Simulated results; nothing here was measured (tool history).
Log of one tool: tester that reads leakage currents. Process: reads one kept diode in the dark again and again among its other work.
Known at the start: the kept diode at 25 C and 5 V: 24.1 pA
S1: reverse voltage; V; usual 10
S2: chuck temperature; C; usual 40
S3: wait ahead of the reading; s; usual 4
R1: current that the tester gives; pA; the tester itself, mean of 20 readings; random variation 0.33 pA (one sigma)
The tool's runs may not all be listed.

run 1 day=0 | S1=10 S2=40 S3=4 | R1=117.79
run 2 day=2.912 | S1=10 S2=40 S3=4 | R1=117.87
run 3 day=5.862 | S1=3.4 S2=40 S3=4 | R1=78.41
run 4 day=8.683 | S1=10 S2=40 S3=4 | R1=118.04
run 5 day=10.842 | S1=10 S2=40 S3=4 | R1=118.99
run 6 day=14.642 | S1=10 S2=40 S3=4 | R1=118.85
run 7 day=18.046 | S1=10 S2=40 S3=4 | R1=119.1
run 8 day=20.988 | S1=10 S2=24 S3=4 | R1=40.78
run 9 day=24.812 | S1=10 S2=40 S3=1.71 | R1=120.27
run 10 day=28.179 | S1=10 S2=40 S3=1.71 | R1=107.4
run 11 day=30.967 | S1=11.7 S2=40 S3=1.71 | R1=113.03
run 12 day=33.271 | S1=11.7 S2=40 S3=1.71 | R1=113.33
run 13 day=35.208 | S1=11.7 S2=40 S3=1.71 | R1=112.91
run 14 day=39.138 | S1=11.7 S2=40 S3=1.71 | R1=113.55
run 15 day=40.958 | S1=11.7 S2=40 S3=1.71 | R1=114.29
run 16 day=45.108 | S1=11.7 S2=40 S3=1.71 | R1=114.16
run 17 day=49.217 | S1=10 S2=40 S3=4 | R1=108.64
run 18 day=51.446 | S1=10 S2=40 S3=4 | R1=108.55
run 19 day=54.575 | S1=10 S2=40 S3=4 | R1=108.07
run 20 day=56.296 | S1=10 S2=56 S3=4 | R1=362.16
run 21 day=59.338 | S1=10 S2=56 S3=4 | R1=362.19
run 22 day=63.067 | S1=10 S2=56 S3=4 | R1=360.54
run 23 day=66.275 | S1=5 S2=31 S3=4 | R1=41.75
run 24 day=68.396 | S1=5 S2=28 S3=2.51 | R1=33.01
run 25 day=71.767 | S1=3.1 S2=29 S3=6.17 | R1=29.96
run 26 day=75.604 | S1=3.1 S2=29 S3=6.17 | R1=29.61
run 27 day=78.454 | S1=10 S2=40 S3=0.49 | R1=111.53
run 28 day=80.825 | S1=1.1 S2=37 S3=0.49 | R1=40.19
run 29 day=84.538 | S1=1.1 S2=37 S3=0.49 | R1=39.91
run 30 day=86.454 | S1=1.8 S2=36 S3=2.41 | R1=43.44
run 31 day=88.929 | S1=1.8 S2=36 S3=2.41 | R1=43.46
run 32 day=92.304 | S1=19.8 S2=50 S3=4 | R1=310.4
run 33 day=94.829 | S1=5.6 S2=27 S3=0.78 | R1=34.98
run 34 day=97.042 | S1=3.1 S2=40 S3=2.79 | R1=76.16
run 35 day=100.512 | S1=2.9 S2=59 S3=2.71 | R1=309.2
run 36 day=102.821 | S1=4.7 S2=23 S3=2.05 | R1=23.65
run 37 day=105.529 | S1=2.6 S2=42 S3=6.26 | R1=83.28
run 38 day=108.354 | S1=2.6 S2=42 S3=1.37 | R1=83.98
run 39 day=110.462 | S1=2.6 S2=42 S3=1.37 | R1=84.21

Not shown: 3 entries that the log had between the listed runs. Between which runs, and how does the tool's hidden state differ before and after?
Between runs 9 and 10: probe card cleaned and baked (day 25.658)
  stray current of the dirty probe card, pA a volt: 1.344 -> 0.046; current scale over the true one, %: 0.78 -> 0.8; true chuck temperature over the reading, C: -0.36 -> -0.37
  measured less the result without the state, R1: +11.1 -> -2.06 pA
Between runs 25 and 26: chuck's temperature calibrated (day 72.217)
  stray current of the dirty probe card, pA a volt: 0.447 -> 0.481; current scale over the true one, %: 1.03 -> 1.05; true chuck temperature over the reading, C: -0.5 -> -0.65
  measured less the result without the state, R1: +0.38 -> +0.15 pA
Between runs 31 and 32: chuck's temperature calibrated, once more (day 91.317)
  stray current of the dirty probe card, pA a volt: 0.603 -> 0.635; current scale over the true one, %: 1.12 -> 1.14; true chuck temperature over the reading, C: -0.69 -> -0.03
  measured less the result without the state, R1: -0.92 -> +15.04 pA

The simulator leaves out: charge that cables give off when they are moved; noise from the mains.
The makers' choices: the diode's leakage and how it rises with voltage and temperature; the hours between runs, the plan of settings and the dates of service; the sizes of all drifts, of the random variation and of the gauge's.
